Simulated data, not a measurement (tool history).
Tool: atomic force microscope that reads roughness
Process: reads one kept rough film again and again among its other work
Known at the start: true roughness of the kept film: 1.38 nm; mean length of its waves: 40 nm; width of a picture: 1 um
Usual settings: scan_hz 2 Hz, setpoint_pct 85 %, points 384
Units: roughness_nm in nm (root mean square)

run,hour,scan_hz,setpoint_pct,points,roughness_nm
1,0,2,85,384,1.139
2,8.3,2,85,384,1.138
3,22.3,2,85,384,1.131
4,38.7,2,85,384,1.12
5,55,2,85,384,1.115
6,69.6,2.23,85,384,1.084
7,77.3,2.23,85,384,1.079
8,93,2.23,85,384,1.076
9,105.5,2.23,85,384,1.061
10,118.6,2.23,85,384,1.057
# hour 120.9: height scale calibrated on a step standard
11,131.1,2.23,85,384,1.059
12,142.9,2,85,834,1.066
13,161,2.04,79,263,1.09
# hour 174.3: height scale calibrated on a step standard, once more
14,175.2,2.04,79,263,1.078
15,190.4,3.55,79,271,0.995
16,199,3.55,79,271,0.994
# hour 208.6: new tip fitted
17,208.6,3.55,79,271,1.085
18,217.1,3.55,79,271,1.084
19,226.3,2.74,85,302,1.063
20,241.5,2.74,56,306,1.246
21,256.4,2.74,56,306,1.247
22,266.5,2.74,56,306,1.229
23,283.4,3.34,63,306,1.172
24,300.2,1.16,68,935,1.226

Forecast each of these 3 alternatives for the next run:
A,312,0.59,81,361,?
B,312,2.36,85,616,?
C,312,1.55,68,351,?

run,roughness_nm
A,1.211
B,1.059
C,1.193
Without the tool's hidden state the same runs would have given:
run,roughness_nm
A,1.278
B,1.118
C,1.259
